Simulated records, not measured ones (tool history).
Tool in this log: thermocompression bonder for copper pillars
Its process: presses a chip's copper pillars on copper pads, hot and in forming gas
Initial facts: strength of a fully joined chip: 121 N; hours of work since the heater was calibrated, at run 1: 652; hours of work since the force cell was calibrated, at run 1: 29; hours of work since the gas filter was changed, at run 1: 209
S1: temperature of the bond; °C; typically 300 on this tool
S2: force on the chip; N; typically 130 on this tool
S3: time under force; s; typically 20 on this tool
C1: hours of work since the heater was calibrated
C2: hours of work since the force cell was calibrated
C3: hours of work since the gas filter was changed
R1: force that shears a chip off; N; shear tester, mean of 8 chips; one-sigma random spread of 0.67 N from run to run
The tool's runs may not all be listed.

{"run": 1, "hour": 0.0, "S1": 300, "S2": 130, "S3": 20, "C1": 652, "C2": 29, "C3": 209, "R1": 45.1}
{"run": 2, "hour": 30.4, "S1": 300, "S2": 130, "S3": 20, "C1": 665, "C2": 42, "C3": 222, "R1": 44.6}
{"run": 3, "hour": 82.0, "S1": 300, "S2": 130, "S3": 20, "C1": 687, "C2": 64, "C3": 244, "R1": 45}
{"run": 4, "hour": 124.0, "S1": 319, "S2": 130, "S3": 20, "C1": 705, "C2": 82, "C3": 262, "R1": 58.3}
{"run": 5, "hour": 171.3, "S1": 319, "S2": 130, "S3": 20, "C1": 726, "C2": 103, "C3": 283, "R1": 58.8}
{"run": 6, "hour": 205.3, "S1": 326, "S2": 130, "S3": 20, "C1": 740, "C2": 117, "C3": 297, "R1": 62.7}
{"run": 7, "hour": 240.9, "S1": 326, "S2": 130, "S3": 20, "C1": 755, "C2": 132, "C3": 312, "R1": 63.4}
{"run": 8, "hour": 287.5, "S1": 326, "S2": 130, "S3": 20, "C1": 775, "C2": 152, "C3": 332, "R1": 63.1}
{"run": 9, "hour": 311.6, "S1": 326, "S2": 130, "S3": 20, "C1": 786, "C2": 163, "C3": 343, "R1": 63.1}
{"run": 10, "hour": 358.5, "S1": 300, "S2": 130, "S3": 17, "C1": 806, "C2": 183, "C3": 363, "R1": 42.3}
{"hour": 391.3, "done": "forming gas filter changed"}
{"run": 11, "hour": 397.2, "S1": 300, "S2": 130, "S3": 20, "C1": 822, "C2": 199, "C3": 3, "R1": 44.5}
{"run": 12, "hour": 422.6, "S1": 300, "S2": 130, "S3": 20, "C1": 833, "C2": 210, "C3": 13, "R1": 46.1}
{"run": 13, "hour": 459.4, "S1": 300, "S2": 130, "S3": 20, "C1": 849, "C2": 226, "C3": 29, "R1": 44.9}
{"run": 14, "hour": 508.9, "S1": 300, "S2": 130, "S3": 22, "C1": 870, "C2": 247, "C3": 50, "R1": 47.3}
{"run": 15, "hour": 546.2, "S1": 300, "S2": 130, "S3": 20, "C1": 886, "C2": 263, "C3": 66, "R1": 44.5}
{"run": 16, "hour": 587.8, "S1": 300, "S2": 130, "S3": 53, "C1": 903, "C2": 280, "C3": 84, "R1": 62.5}
{"run": 17, "hour": 619.2, "S1": 300, "S2": 130, "S3": 17, "C1": 917, "C2": 294, "C3": 97, "R1": 42.1}
{"run": 18, "hour": 643.9, "S1": 300, "S2": 130, "S3": 17, "C1": 927, "C2": 304, "C3": 108, "R1": 42.2}
{"run": 19, "hour": 686.1, "S1": 300, "S2": 130, "S3": 17, "C1": 946, "C2": 322, "C3": 126, "R1": 42.4}
{"run": 20, "hour": 740.1, "S1": 329, "S2": 130, "S3": 20, "C1": 969, "C2": 346, "C3": 149, "R1": 66.6}
{"run": 21, "hour": 767.5, "S1": 294, "S2": 106, "S3": 57, "C1": 980, "C2": 357, "C3": 161, "R1": 49}
{"run": 22, "hour": 820.3, "S1": 294, "S2": 117, "S3": 17, "C1": 1003, "C2": 380, "C3": 183, "R1": 33.9}
{"run": 23, "hour": 857.5, "S1": 309, "S2": 130, "S3": 20, "C1": 1019, "C2": 396, "C3": 199, "R1": 51.3}
{"run": 24, "hour": 905.9, "S1": 309, "S2": 130, "S3": 20, "C1": 1039, "C2": 416, "C3": 220, "R1": 51.7}
{"run": 25, "hour": 953.8, "S1": 309, "S2": 130, "S3": 20, "C1": 1060, "C2": 437, "C3": 241, "R1": 50.9}
{"run": 26, "hour": 1000.4, "S1": 323, "S2": 130, "S3": 22, "C1": 1080, "C2": 457, "C3": 260, "R1": 62.2}
{"run": 27, "hour": 1038.9, "S1": 323, "S2": 130, "S3": 22, "C1": 1096, "C2": 473, "C3": 277, "R1": 61.9}
{"run": 28, "hour": 1074.7, "S1": 277, "S2": 130, "S3": 23, "C1": 1112, "C2": 489, "C3": 292, "R1": 32.6}
{"run": 29, "hour": 1126.3, "S1": 277, "S2": 130, "S3": 23, "C1": 1134, "C2": 511, "C3": 314, "R1": 32}
{"run": 30, "hour": 1154.2, "S1": 300, "S2": 134, "S3": 36, "C1": 1146, "C2": 523, "C3": 326, "R1": 58.1}
{"run": 31, "hour": 1191.7, "S1": 300, "S2": 108, "S3": 36, "C1": 1162, "C2": 539, "C3": 342, "R1": 47.3}
{"run": 32, "hour": 1230.3, "S1": 300, "S2": 108, "S3": 36, "C1": 1178, "C2": 555, "C3": 359, "R1": 46.8}
{"run": 33, "hour": 1255.2, "S1": 297, "S2": 92, "S3": 12, "C1": 1189, "C2": 566, "C3": 369, "R1": 22.3}
{"hour": 1271.5, "done": "forming gas filter changed"}
{"run": 34, "hour": 1279.1, "S1": 302, "S2": 130, "S3": 13, "C1": 1199, "C2": 576, "C3": 3, "R1": 39.1}
{"run": 35, "hour": 1304.6, "S1": 279, "S2": 137, "S3": 16, "C1": 1210, "C2": 587, "C3": 14, "R1": 31}
{"run": 36, "hour": 1344.3, "S1": 279, "S2": 107, "S3": 16, "C1": 1227, "C2": 604, "C3": 31, "R1": 23.1}
{"run": 37, "hour": 1371.1, "S1": 273, "S2": 156, "S3": 50, "C1": 1238, "C2": 615, "C3": 43, "R1": 51.7}
{"run": 38, "hour": 1400.8, "S1": 300, "S2": 160, "S3": 17, "C1": 1251, "C2": 628, "C3": 55, "R1": 53.7}
{"run": 39, "hour": 1426.5, "S1": 278, "S2": 160, "S3": 10, "C1": 1262, "C2": 639, "C3": 66, "R1": 31}
{"run": 40, "hour": 1451.6, "S1": 307, "S2": 160, "S3": 16, "C1": 1273, "C2": 650, "C3": 77, "R1": 57.8}

For each entry between runs, how does the tool's hidden state at the last listed run before it compare with that at the first listed run after it?
Runs 10 to 11: forming gas filter changed (hour 391.3)
  oxide that the forming gas leaves, % of the face: 1 -> 0.51
  measured value less the no-hidden-state value, R1: -0.4 -> -0.2 N
Runs 33 to 34: forming gas filter changed (hour 1271.5)
  oxide that the forming gas leaves, % of the face: 1.02 -> 0.51
  measured value less the no-hidden-state value, R1: -0.3 -> -0.4 N
